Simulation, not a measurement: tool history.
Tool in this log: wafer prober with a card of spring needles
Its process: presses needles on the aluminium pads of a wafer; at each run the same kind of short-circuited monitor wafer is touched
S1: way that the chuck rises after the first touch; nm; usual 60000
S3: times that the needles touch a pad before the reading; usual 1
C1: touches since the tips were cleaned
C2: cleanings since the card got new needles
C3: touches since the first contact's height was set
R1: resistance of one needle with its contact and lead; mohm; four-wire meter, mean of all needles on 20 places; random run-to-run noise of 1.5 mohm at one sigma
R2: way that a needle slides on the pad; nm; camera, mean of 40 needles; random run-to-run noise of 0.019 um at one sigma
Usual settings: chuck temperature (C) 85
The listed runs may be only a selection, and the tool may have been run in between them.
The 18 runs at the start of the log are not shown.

run 19 hour=144.7 | S1=53000 chuck_temperature_(C)=26 S3=3 | C1=4723 C2=8 C3=65335 | R1=311 R2=8940
run 20 hour=154.9 | S1=53000 chuck_temperature_(C)=26 S3=3 | C1=6439 C2=8 C3=67051 | R1=334 R2=8970
-- hour=161.8 tips cleaned on abrasive film
run 21 hour=165.6 | S1=53000 chuck_temperature_(C)=54 S3=3 | C1=647 C2=9 C3=68827 | R1=191 R2=8920
run 22 hour=171.2 | S1=53000 chuck_temperature_(C)=54 S3=3 | C1=1580 C2=9 C3=69760 | R1=242 R2=8950
run 23 hour=176.9 | S1=53000 chuck_temperature_(C)=54 S3=3 | C1=2538 C2=9 C3=70718 | R1=272 R2=8920
run 24 hour=181.6 | S1=61000 chuck_temperature_(C)=85 S3=1 | C1=3321 C2=9 C3=71501 | R1=450 R2=10310
run 25 hour=189.6 | S1=48000 chuck_temperature_(C)=94 S3=1 | C1=4655 C2=9 C3=72835 | R1=715 R2=8060
run 26 hour=196.3 | S1=48000 chuck_temperature_(C)=94 S3=1 | C1=5789 C2=9 C3=73969 | R1=752 R2=8110
run 27 hour=203.4 | S1=41000 chuck_temperature_(C)=28 S3=1 | C1=6974 C2=9 C3=75154 | R1=1092 R2=6900
-- hour=207.4 tips cleaned on abrasive film
run 28 hour=214.9 | S1=41000 chuck_temperature_(C)=28 S3=1 | C1=1252 C2=10 C3=77051 | R1=581 R2=6860
run 29 hour=224.7 | S1=41000 chuck_temperature_(C)=60 S3=1 | C1=2896 C2=10 C3=78695 | R1=818 R2=6900
run 30 hour=231.5 | S1=41000 chuck_temperature_(C)=60 S3=1 | C1=4046 C2=10 C3=79845 | R1=919 R2=6880
run 31 hour=242.6 | S1=41000 chuck_temperature_(C)=60 S3=1 | C1=5904 C2=10 C3=81703 | R1=1039 R2=6870
-- hour=252.8 tips cleaned on abrasive film
run 32 hour=253.6 | S1=50000 chuck_temperature_(C)=72 S3=1 | C1=143 C2=11 C3=83524 | R1=249 R2=8360
run 33 hour=259.8 | S1=50000 chuck_temperature_(C)=72 S3=1 | C1=1172 C2=11 C3=84553 | R1=407 R2=8350
run 34 hour=267.2 | S1=50000 chuck_temperature_(C)=72 S3=1 | C1=2415 C2=11 C3=85796 | R1=554 R2=8410

3 ways to go on from here, each from the tool as it stands after run 34. What would each give?
run A hour=274.2 | S1=53000 chuck_temperature_(C)=71 S3=2 | C1=3588 C2=11 C3=86969 | R1=? R2=?
run B hour=274.2 | S1=56000 chuck_temperature_(C)=46 S3=1 | C1=3588 C2=11 C3=86969 | R1=? R2=?
run C hour=274.2 | S1=59000 chuck_temperature_(C)=46 S3=1 | C1=3588 C2=11 C3=86969 | R1=? R2=?

run=A R1=410 R2=8930
run=B R1=546 R2=9420
run=C R1=507 R2=9920
With the hidden condition removed and each run's random variation left untouched, the same runs would have given:
run=A R1=141 R2=9090
run=B R1=133 R2=9580
run=C R1=132 R2=10080
